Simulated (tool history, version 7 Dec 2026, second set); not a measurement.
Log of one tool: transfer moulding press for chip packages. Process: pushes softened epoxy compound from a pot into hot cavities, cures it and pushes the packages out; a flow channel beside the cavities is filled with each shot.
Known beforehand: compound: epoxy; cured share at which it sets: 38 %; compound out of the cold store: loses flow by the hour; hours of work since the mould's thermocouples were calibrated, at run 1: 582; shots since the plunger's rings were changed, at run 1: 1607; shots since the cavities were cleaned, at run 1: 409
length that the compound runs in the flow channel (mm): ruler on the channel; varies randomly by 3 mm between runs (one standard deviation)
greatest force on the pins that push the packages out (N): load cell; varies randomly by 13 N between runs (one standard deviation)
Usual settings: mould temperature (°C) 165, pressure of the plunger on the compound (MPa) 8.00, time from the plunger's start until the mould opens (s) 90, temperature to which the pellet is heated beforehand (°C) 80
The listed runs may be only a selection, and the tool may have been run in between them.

run   hour  mould temperature (°C)  pressure of the plunger on the compound (MPa)  time from the plunger's start until the mould opens (s)  temperature to which the pellet is heated beforehand (°C)  hours of work since the mould's thermocouples were calibrated  shots since the plunger's rings were changed  shots since the cavities were cleaned  incoming compound's hours out of the cold store  length that the compound runs in the flow channel (mm)  greatest force on the pins that push the packages out (N)
  1    0.0                     165                                           8.00                                                       90                                                         80                                                            582                                          1607                                    409                                             11.7                                                     584                                                        683
       4.8  -- cavities cleaned with cleaning compound and waxed
  2   22.7                     165                                           8.00                                                       90                                                         80                                                            593                                          1801                                    164                                             10.2                                                     585                                                        671
      54.2  -- cavities cleaned with cleaning compound and waxed
  3   54.2                     165                                           8.97                                                       90                                                         80                                                            608                                          2075                                      0                                             35.7                                                     581                                                        626
  4   73.2                     165                                           8.97                                                       90                                                         80                                                            617                                          2248                                    173                                             44.6                                                     572                                                        606
  5   95.9                     165                                           8.97                                                       90                                                         80                                                            628                                          2456                                    381                                             44.4                                                     578                                                        633
     104.7  -- cavities cleaned with cleaning compound and waxed
     116.2  -- plunger's sealing rings changed
  6  116.2                     165                                           8.97                                                       90                                                         80                                                            636                                             0                                     81                                             38.1                                                     580                                                        620
  7  130.9                     165                                           8.97                                                       90                                                         80                                                            644                                           135                                    216                                             34.8                                                     589                                                        642
     135.6  -- mould's thermocouples calibrated
     158.9  -- cavities cleaned with cleaning compound and waxed
  8  159.8                     165                                           8.97                                                       90                                                         80                                                             11                                           367                                      8                                             41.4                                                     573                                                        627
  9  177.3                     165                                           8.97                                                       90                                                         80                                                             20                                           528                                    169                                             35.1                                                     580                                                        633
 10  191.7                     165                                           8.97                                                       90                                                         80                                                             27                                           659                                    300                                             10.2                                                     618                                                        676
     208.4  -- cavities cleaned with cleaning compound and waxed
 11  213.4                     165                                           8.00                                                       77                                                         80                                                             37                                           844                                     46                                             27.0                                                     564                                                        978
 12  235.5                     165                                           8.00                                                       90                                                         80                                                             48                                          1046                                    248                                             28.2                                                     561                                                        622
 13  251.3                     165                                           8.00                                                       90                                                         80                                                             56                                          1190                                    392                                             40.4                                                     539                                                        621
     258.3  -- cavities cleaned with cleaning compound and waxed
 14  268.0                     165                                           8.00                                                       90                                                         80                                                             63                                          1329                                     89                                             28.7                                                     561                                                        639
 15  297.4                     167                                           7.51                                                      115                                                         78                                                             78                                          1598                                    358                                             24.5                                                     535                                                        391
     309.7  -- cavities cleaned with cleaning compound and waxed
 16  326.8                     160                                           8.00                                                       90                                                         80                                                             92                                          1852                                    156                                             22.0                                                     581                                                        927
 17  348.9                     160                                           8.00                                                       90                                                         80                                                            103                                          2055                                    359                                             43.8                                                     558                                                        899
     359.5  -- cavities cleaned with cleaning compound and waxed
 18  382.6                     170                                           7.20                                                       95                                                         88                                                            119                                          2349                                    211                                             22.9                                                     522                                                        418
 19  397.4                     167                                           7.32                                                       90                                                         71                                                            126                                          2484                                    346                                             16.7                                                     544                                                        586
     409.3  -- cavities cleaned with cleaning compound and waxed
     414.5  -- plunger's sealing rings changed
 20  418.3                     165                                           8.57                                                       90                                                         80                                                            134                                            34                                     60                                             17.2                                                     593                                                        651
 21  431.5                     165                                           7.65                                                       90                                                         88                                                            141                                           154                                    180                                             30.6                                                     543                                                        619
     461.5  -- cavities cleaned with cleaning compound and waxed
 22  464.1                     169                                           7.27                                                       90                                                         88                                                            156                                           439                                     24                                             12.6                                                     543                                                        496
 23  495.0                     164                                           7.27                                                       90                                                         78                                                            172                                           721                                    306                                             13.7                                                     553                                                        703
     511.4  -- cavities cleaned with cleaning compound and waxed
 24  516.1                     164                                           9.76                                                       85                                                         72                                                            181                                           900                                     42                                             31.0                                                     612                                                        838
 25  531.4                     164                                           9.76                                                       85                                                         73                                                            189                                          1040                                    182                                             32.5                                                     616                                                        834
 26  545.3                     162                                           8.00                                                       95                                                         80                                                            196                                          1167                                    309                                             41.1                                                     555                                                        667
     561.5  -- cavities cleaned with cleaning compound and waxed
 27  567.0                     162                                           8.00                                                       95                                                         80                                                            206                                          1352                                     50                                             47.7                                                     542                                                        661

Each row is a separate what-if for the run after 27, all from the same tool condition, not one after another. Results?
  A  587.5                     170                                           8.27                                                      102                                                         80                                                            216                                          1539                                    237                                             47.4                                                       ?                                                          ?
  B  587.5                     162                                           6.96                                                       95                                                         80                                                            216                                          1539                                    237                                              8.7                                                       ?                                                          ?
  C  587.5                     163                                           8.00                                                      101                                                         80                                                            216                                          1539                                    237                                             40.1                                                       ?                                                          ?
  D  587.5                     164                                           7.90                                                      127                                                         80                                                            216                                          1539                                    237                                              9.2                                                       ?                                                          ?
  E  587.5                     163                                           7.89                                                       90                                                         80                                                            216                                          1539                                    237                                             36.5                                                       ?                                                          ?

run  length that the compound runs in the flow channel (mm)  greatest force on the pins that push the packages out (N)
  A                                                     534                                                        381
  B                                                     552                                                        722
  C                                                     546                                                        533
  D                                                     586                                                        385
  E                                                     548                                                        713
With the hidden condition removed and each run's random variation left untouched, the same runs would have given:
run  length that the compound runs in the flow channel (mm)  greatest force on the pins that push the packages out (N)
  A                                                     535                                                        378
  B                                                     552                                                        717
  C                                                     547                                                        530
  D                                                     586                                                        382
  E                                                     549                                                        708

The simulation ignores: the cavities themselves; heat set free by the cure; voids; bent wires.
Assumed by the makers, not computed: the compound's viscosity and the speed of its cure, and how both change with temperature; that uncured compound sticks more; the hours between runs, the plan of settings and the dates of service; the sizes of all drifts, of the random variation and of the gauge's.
